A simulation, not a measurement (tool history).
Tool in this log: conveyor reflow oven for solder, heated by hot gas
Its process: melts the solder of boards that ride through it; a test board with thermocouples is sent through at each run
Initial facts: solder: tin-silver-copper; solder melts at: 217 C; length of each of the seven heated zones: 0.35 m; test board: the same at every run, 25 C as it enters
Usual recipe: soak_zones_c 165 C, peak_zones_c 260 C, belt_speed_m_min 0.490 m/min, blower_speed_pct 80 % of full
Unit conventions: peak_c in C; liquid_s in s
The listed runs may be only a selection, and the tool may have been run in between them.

run    hour  soak_zones_c  peak_zones_c  belt_speed_m_min  blower_speed_pct  peak_c  liquid_s
  1     0.0           165           260             0.490                80   245.3      57.0
  2    41.9           165           260             0.490                80   246.1      57.5
  3   118.0           165           260             0.490                80   246.1      56.4
  4   168.3           165           260             0.490                80   245.7      55.8
  5   208.4           165           260             0.406                80   249.8      76.8
  6   258.3           165           260             0.406                80   250.1      75.5
      306.7  -- flux residue cleaned out of gas plates and filters
  7   338.8           165           260             0.406                80   249.9      77.9
  8   385.9           165           263             0.406                80   253.6      78.5
  9   425.1           165           263             0.406                80   252.8      78.6
 10   502.6           157           260             0.490                80   243.7      52.0
      542.6  -- belt drive overhauled, speed set with a stopwatch
 11   580.4           157           260             0.490                80   242.0      48.7
      617.8  -- flux residue cleaned out of gas plates and filters
 12   639.5           154           260             0.565                86   239.5      38.0
 13   677.5           168           261             0.482                71   245.6      57.5
 14   758.3           168           261             0.482                71   244.5      56.7
 15   798.8           162           260             0.408                80   248.6      70.2
      860.5  -- thermocouples of zones 6 and 7 changed
 16   880.6           162           260             0.408                80   249.0      71.8
      927.5  -- flux residue cleaned out of gas plates and filters
 17   965.6           171           260             0.390                80   252.0      83.1
 18  1007.2           171           260             0.576                64   239.1      39.1
 19  1055.5           165           260             0.422                80   249.0      71.1

Branching from run 19: 5 alternative next runs. What would each branch give?
  A  1124.4           161           260             0.422                80       ?         ?
  B  1124.4           165           267             0.494                80       ?         ?
  C  1124.4           162           260             0.490                58       ?         ?
  D  1124.4           161           260             0.490                65       ?         ?
  E  1124.4           165           260             0.490                58       ?         ?

run  peak_c  liquid_s
  A   248.0      69.0
  B   250.4      60.2
  C   240.7      48.2
  D   242.4      49.6
  E   241.2      50.4
What these runs would have given with no unlogged condition in the tool:
run  peak_c  liquid_s
  A   249.7      70.7
  B   252.3      61.7
  C   242.4      50.2
  D   244.1      51.5
  E   242.8      52.3
